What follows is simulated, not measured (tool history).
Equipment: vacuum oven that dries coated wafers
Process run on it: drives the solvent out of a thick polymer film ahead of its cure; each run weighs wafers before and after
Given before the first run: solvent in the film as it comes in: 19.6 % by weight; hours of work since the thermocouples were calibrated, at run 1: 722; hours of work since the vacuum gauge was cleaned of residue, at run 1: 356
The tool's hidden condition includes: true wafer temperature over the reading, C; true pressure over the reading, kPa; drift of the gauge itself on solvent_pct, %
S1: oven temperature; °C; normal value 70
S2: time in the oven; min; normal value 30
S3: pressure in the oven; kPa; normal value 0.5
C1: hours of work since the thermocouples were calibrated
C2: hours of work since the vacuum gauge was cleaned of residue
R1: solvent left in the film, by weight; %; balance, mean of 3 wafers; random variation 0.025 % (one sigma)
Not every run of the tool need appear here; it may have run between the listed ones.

{"run": 1, "hour": 0.0, "S1": 70, "S2": 30, "S3": 0.5, "C1": 722, "C2": 356, "R1": 1.48}
{"run": 2, "hour": 43.7, "S1": 70, "S2": 15, "S3": 0.5, "C1": 747, "C2": 381, "R1": 4.36}
{"run": 3, "hour": 80.2, "S1": 70, "S2": 15, "S3": 0.5, "C1": 768, "C2": 402, "R1": 4.42}
{"run": 4, "hour": 109.7, "S1": 70, "S2": 30, "S3": 0.5, "C1": 784, "C2": 419, "R1": 1.44}
{"run": 5, "hour": 155.2, "S1": 70, "S2": 30, "S3": 0.5, "C1": 810, "C2": 445, "R1": 1.43}
{"run": 6, "hour": 187.3, "S1": 70, "S2": 30, "S3": 0.5, "C1": 829, "C2": 463, "R1": 1.43}
{"run": 7, "hour": 208.6, "S1": 70, "S2": 30, "S3": 0.5, "C1": 841, "C2": 475, "R1": 1.45}
{"run": 8, "hour": 236.1, "S1": 70, "S2": 30, "S3": 0.5, "C1": 856, "C2": 491, "R1": 1.49}
{"run": 9, "hour": 263.6, "S1": 70, "S2": 30, "S3": 1.046, "C1": 872, "C2": 506, "R1": 1.85}
{"run": 10, "hour": 285.3, "S1": 70, "S2": 30, "S3": 1.046, "C1": 884, "C2": 519, "R1": 1.86}
{"run": 11, "hour": 333.6, "S1": 70, "S2": 50, "S3": 1.046, "C1": 912, "C2": 546, "R1": 1.08}
{"run": 12, "hour": 380.7, "S1": 70, "S2": 50, "S3": 1.046, "C1": 939, "C2": 573, "R1": 1.02}
{"run": 13, "hour": 408.4, "S1": 70, "S2": 30, "S3": 1.352, "C1": 955, "C2": 589, "R1": 2.02}
{"run": 14, "hour": 450.4, "S1": 70, "S2": 30, "S3": 1.352, "C1": 978, "C2": 613, "R1": 2.06}
{"run": 15, "hour": 498.4, "S1": 70, "S2": 30, "S3": 0.5, "C1": 1006, "C2": 640, "R1": 1.43}
{"run": 16, "hour": 531.5, "S1": 74, "S2": 30, "S3": 0.5, "C1": 1025, "C2": 659, "R1": 0.97}
{"run": 17, "hour": 562.7, "S1": 74, "S2": 30, "S3": 0.5, "C1": 1042, "C2": 677, "R1": 0.97}
{"run": 18, "hour": 586.4, "S1": 74, "S2": 30, "S3": 0.5, "C1": 1056, "C2": 690, "R1": 0.97}

Run 19 has not been measured yet. What should we expect?
{"run": 19, "hour": 622.0, "S1": 74, "S2": 30, "S3": 0.5, "C1": 1076, "C2": 711, "R1": "?"}

Run 19 yielded R1 0.99 %.
Minus the tool's unlogged condition, the same run would have read R1 1.07 %.
